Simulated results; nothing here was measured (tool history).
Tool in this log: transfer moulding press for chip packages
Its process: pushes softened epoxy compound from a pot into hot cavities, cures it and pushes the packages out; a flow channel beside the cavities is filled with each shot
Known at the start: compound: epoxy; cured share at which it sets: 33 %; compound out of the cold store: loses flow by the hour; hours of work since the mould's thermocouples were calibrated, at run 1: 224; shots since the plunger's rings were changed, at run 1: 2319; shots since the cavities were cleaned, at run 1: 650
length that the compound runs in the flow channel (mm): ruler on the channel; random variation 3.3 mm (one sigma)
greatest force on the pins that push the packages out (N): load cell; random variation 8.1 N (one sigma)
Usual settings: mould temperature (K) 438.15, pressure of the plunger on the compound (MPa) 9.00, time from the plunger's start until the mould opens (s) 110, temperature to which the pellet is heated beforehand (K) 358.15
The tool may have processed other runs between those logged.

run	hour	mould temperature (K)	pressure of the plunger on the compound (MPa)	time from the plunger's start until the mould opens (s)	temperature to which the pellet is heated beforehand (K)	hours of work since the mould's thermocouples were calibrated	shots since the plunger's rings were changed	shots since the cavities were cleaned	incoming compound's hours out of the cold store	length that the compound runs in the flow channel (mm)	greatest force on the pins that push the packages out (N)
1	0.0	438.15	9.00	110	358.15	224	2319	650	33.6	514	503
2	15.6	438.15	9.00	110	366.15	231	2447	778	34.0	517	500
# hour 19.0: cavities cleaned with cleaning compound and waxed
3	25.3	438.15	9.00	110	366.15	235	2515	52	24.1	545	345
4	36.5	438.15	9.00	110	366.15	240	2608	145	29.3	525	386
5	52.0	438.15	9.00	110	358.15	247	2736	273	43.8	489	416
6	58.9	438.15	9.00	110	358.15	250	2793	330	22.9	547	452
7	67.3	438.15	9.00	110	358.15	254	2861	398	37.6	504	444
8	75.8	438.15	9.00	110	358.15	258	2932	469	43.8	491	475
9	91.4	438.15	9.00	110	358.15	265	3060	597	43.4	492	481
10	103.5	438.15	9.00	110	358.15	270	3161	698	15.9	558	526
# hour 116.7: cavities cleaned with cleaning compound and waxed
11	119.0	438.15	9.00	110	358.15	276	3276	19	47.9	477	332
12	134.9	438.15	9.00	110	358.15	284	3407	150	30.0	513	389
# hour 144.8: plunger's sealing rings changed
13	146.8	438.15	10.70	110	358.15	288	16	228	16.1	637	434
14	157.8	438.15	10.70	110	358.15	293	107	319	10.5	666	463
15	173.0	438.15	7.98	129	358.15	300	233	445	33.9	512	427
16	184.2	438.15	7.98	129	358.15	305	325	537	46.1	477	420
17	199.6	438.15	7.98	129	358.15	312	452	664	46.6	477	442
18	209.9	443.15	9.38	111	350.15	317	537	749	25.2	558	471
# hour 216.8: cavities cleaned with cleaning compound and waxed
19	226.6	438.15	9.74	131	357.15	323	663	81	43.6	536	321
20	237.6	430.15	9.74	131	357.15	328	754	172	42.3	553	464
21	245.3	430.15	9.88	112	367.15	332	817	235	37.9	567	644
22	256.5	444.15	9.88	114	367.15	337	910	328	46.4	517	376
23	270.1	438.15	9.06	94	360.15	343	1022	440	31.9	542	606
24	283.0	438.15	9.06	94	360.15	349	1128	546	34.7	534	642
25	291.8	443.15	6.92	94	360.15	353	1201	619	23.4	483	490
26	301.4	442.15	7.53	101	360.15	357	1281	699	19.9	513	480
# hour 314.6: cavities cleaned with cleaning compound and waxed
27	314.9	438.15	9.00	94	367.15	363	1379	2	46.8	491	405
28	324.3	446.15	9.00	147	354.15	367	1457	80	35.8	513	302

What if the next run were any one of these 5? Each begins from the tool's condition after run 28:
A	331.0	443.15	8.14	110	358.15	370	1513	136	42.7	?	?
B	331.0	438.15	10.21	110	358.15	370	1513	136	47.6	?	?
C	331.0	446.15	9.76	126	354.15	370	1513	136	47.2	?	?
D	331.0	438.15	9.00	125	358.15	370	1513	136	23.8	?	?
E	331.0	443.15	9.00	125	350.15	370	1513	136	41.9	?	?

run	length that the compound runs in the flow channel (mm)	greatest force on the pins that push the packages out (N)
A	471	337
B	524	399
C	499	321
D	559	361
E	501	322
The same runs, with their run-to-run variation unchanged, on a tool lacking any hidden condition would have given:
run	length that the compound runs in the flow channel (mm)	greatest force on the pins that push the packages out (N)
A	488	288
B	542	344
C	516	270
D	578	308
E	518	273
